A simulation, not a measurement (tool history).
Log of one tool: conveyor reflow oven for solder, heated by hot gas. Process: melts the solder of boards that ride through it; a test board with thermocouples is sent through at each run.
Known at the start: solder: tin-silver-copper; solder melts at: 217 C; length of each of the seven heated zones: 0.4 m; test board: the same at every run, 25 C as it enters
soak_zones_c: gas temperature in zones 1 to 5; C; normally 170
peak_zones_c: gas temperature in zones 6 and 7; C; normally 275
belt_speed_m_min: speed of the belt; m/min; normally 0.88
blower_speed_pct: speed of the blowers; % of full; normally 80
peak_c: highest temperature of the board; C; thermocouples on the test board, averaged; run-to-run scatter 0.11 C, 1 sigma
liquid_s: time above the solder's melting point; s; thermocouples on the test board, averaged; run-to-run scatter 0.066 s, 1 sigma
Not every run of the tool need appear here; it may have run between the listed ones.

Run 1, day 0: usual settings. Result: peak_c 260.7 C, liquid_s 44.51 s.
Run 2, day 0.738: usual settings but soak_zones_c 168 C. Result: peak_c 260.2 C, liquid_s 43.88 s.
Run 3, day 1.954: usual settings but soak_zones_c 168 C. Result: peak_c 259.9 C, liquid_s 43.86 s.
Run 4, day 3.062: usual settings. Result: peak_c 260.3 C, liquid_s 44.3 s.
Run 5, day 4.029: usual settings but blower_speed_pct 87 % of full. Result: peak_c 261.2 C, liquid_s 44.96 s.
Run 6, day 5.183: usual settings but blower_speed_pct 87 % of full. Result: peak_c 261.1 C, liquid_s 44.8 s.
At day 6.233: flux residue cleaned out of gas plates and filters.
Run 7, day 6.638: usual settings but belt_speed_m_min 0.733 m/min, blower_speed_pct 87 % of full. Result: peak_c 265.3 C, liquid_s 56.61 s.
Run 8, day 7.658: usual settings but belt_speed_m_min 0.733 m/min, blower_speed_pct 87 % of full. Result: peak_c 265.4 C, liquid_s 56.45 s.
Run 9, day 8.954: usual settings. Result: peak_c 259.3 C, liquid_s 43.77 s.
Run 10, day 9.812: usual settings. Result: peak_c 259.1 C, liquid_s 43.88 s.
Run 11, day 10.983: usual settings but peak_zones_c 267 C. Result: peak_c 251.6 C, liquid_s 40.42 s.
Run 12, day 11.762: usual settings. Result: peak_c 259.2 C, liquid_s 43.71 s.
Run 13, day 12.475: usual settings but peak_zones_c 280 C. Result: peak_c 263.6 C, liquid_s 45.62 s.
Run 14, day 13.646: usual settings. Result: peak_c 258.7 C, liquid_s 43.73 s.
At day 14.008: flux residue cleaned out of gas plates and filters, once more.
Run 15, day 15.033: usual settings but blower_speed_pct 69 % of full. Result: peak_c 259 C, liquid_s 43.81 s.
Run 16, day 16.371: usual settings but belt_speed_m_min 0.754 m/min. Result: peak_c 265 C, liquid_s 54.79 s.
Run 17, day 17.346: usual settings but soak_zones_c 162 C, peak_zones_c 289 C, belt_speed_m_min 0.754 m/min, blower_speed_pct 86 % of full. Result: peak_c 278.3 C, liquid_s 57.83 s.
Run 18, day 18.167: usual settings but soak_zones_c 162 C, peak_zones_c 265 C, belt_speed_m_min 0.732 m/min, blower_speed_pct 86 % of full. Result: peak_c 256 C, liquid_s 50.98 s.
Run 19, day 19.046: usual settings but soak_zones_c 162 C, peak_zones_c 265 C, belt_speed_m_min 0.732 m/min, blower_speed_pct 86 % of full. Result: peak_c 256 C, liquid_s 51.06 s.
Run 20, day 20.412: usual settings but soak_zones_c 174 C, peak_zones_c 287 C, belt_speed_m_min 0.956 m/min, blower_speed_pct 84 % of full. Result: peak_c 269.7 C, liquid_s 45.01 s.
Run 21, day 21.717: usual settings but soak_zones_c 174 C, peak_zones_c 266 C, belt_speed_m_min 0.956 m/min, blower_speed_pct 84 % of full. Result: peak_c 251 C, liquid_s 37.82 s.
Run 22, day 22.35: usual settings but soak_zones_c 181 C, belt_speed_m_min 0.853 m/min. Result: peak_c 262.7 C, liquid_s 49.98 s.
Run 23, day 23.683: usual settings but peak_zones_c 272 C. Result: peak_c 257.6 C, liquid_s 43.43 s.
Run 24, day 24.612: usual settings but blower_speed_pct 65 % of full. Result: peak_c 257.5 C, liquid_s 43.13 s.
Run 25, day 25.754: usual settings but soak_zones_c 179 C, peak_zones_c 288 C, belt_speed_m_min 0.752 m/min, blower_speed_pct 69 % of full. Result: peak_c 276.1 C, liquid_s 61.2 s.
At day 26.279: flux residue cleaned out of gas plates and filters.
Run 26, day 27.233: usual settings but soak_zones_c 179 C, peak_zones_c 288 C, belt_speed_m_min 0.752 m/min, blower_speed_pct 69 % of full. Result: peak_c 277 C, liquid_s 61.5 s.
Run 27, day 28.396: usual settings but peak_zones_c 288 C. Result: peak_c 272.7 C, liquid_s 49.2 s.
Run 28, day 29.354: usual settings but soak_zones_c 172 C, peak_zones_c 267 C, belt_speed_m_min 0.723 m/min, blower_speed_pct 67 % of full. Result: peak_c 256.9 C, liquid_s 54.35 s.
Run 29, day 30.517: usual settings but soak_zones_c 172 C, peak_zones_c 267 C, belt_speed_m_min 0.723 m/min, blower_speed_pct 67 % of full. Result: peak_c 256.8 C, liquid_s 54.17 s.
Run 30, day 31.083: usual settings but soak_zones_c 172 C, peak_zones_c 267 C, belt_speed_m_min 0.723 m/min, blower_speed_pct 67 % of full. Result: peak_c 256.7 C, liquid_s 54.3 s.
Run 31, day 32.096: usual settings but soak_zones_c 172 C, peak_zones_c 267 C, belt_speed_m_min 0.723 m/min, blower_speed_pct 67 % of full. Result: peak_c 256.7 C, liquid_s 54.2 s.
Run 32, day 33.25: usual settings but soak_zones_c 172 C, peak_zones_c 290 C, belt_speed_m_min 0.723 m/min, blower_speed_pct 87 % of full. Result: peak_c 280.8 C, liquid_s 63.44 s.

Some steps in peak_c, run to run, broken into two amounts with sign: the step expected even without the hidden condition (settings, incoming material, random variation), and the rest, left for the hidden condition together with whatever gauge scatter is not in both the measured and the hidden-condition-free result:
Hidden state at play: heat that the gas passes to the board, % of a clean oven's; belt's true speed, % of the reading; true gas temperature in zones 6 and 7 over the reading, C; drift of the gauge itself on peak_c, C; drift of the gauge itself on liquid_s, %.
Run 6 -> 7: belt_speed_m_min 0.88 -> 0.733, flux residue cleaned out of gas plates and filters. peak_c +4.2 C: hidden state -0.4, all else +4.6.
Run 14 -> 15: blower_speed_pct 80 -> 69, flux residue cleaned out of gas plates and filters, once more. peak_c +0.3 C: hidden state +2.2, all else -1.9.
Run 17 -> 18: peak_zones_c 289 -> 265, belt_speed_m_min 0.754 -> 0.732. peak_c -22.3 C: hidden state -0.1, all else -22.2.
Run 20 -> 21: peak_zones_c 287 -> 266. peak_c -18.7 C: hidden state +0, all else -18.7.
Run 25 -> 26: flux residue cleaned out of gas plates and filters. peak_c +0.9 C: hidden state +0.6, all else +0.3.
Run 31 -> 32: peak_zones_c 267 -> 290, blower_speed_pct 67 -> 87. peak_c +24.1 C: hidden state -0.2, all else +24.3.

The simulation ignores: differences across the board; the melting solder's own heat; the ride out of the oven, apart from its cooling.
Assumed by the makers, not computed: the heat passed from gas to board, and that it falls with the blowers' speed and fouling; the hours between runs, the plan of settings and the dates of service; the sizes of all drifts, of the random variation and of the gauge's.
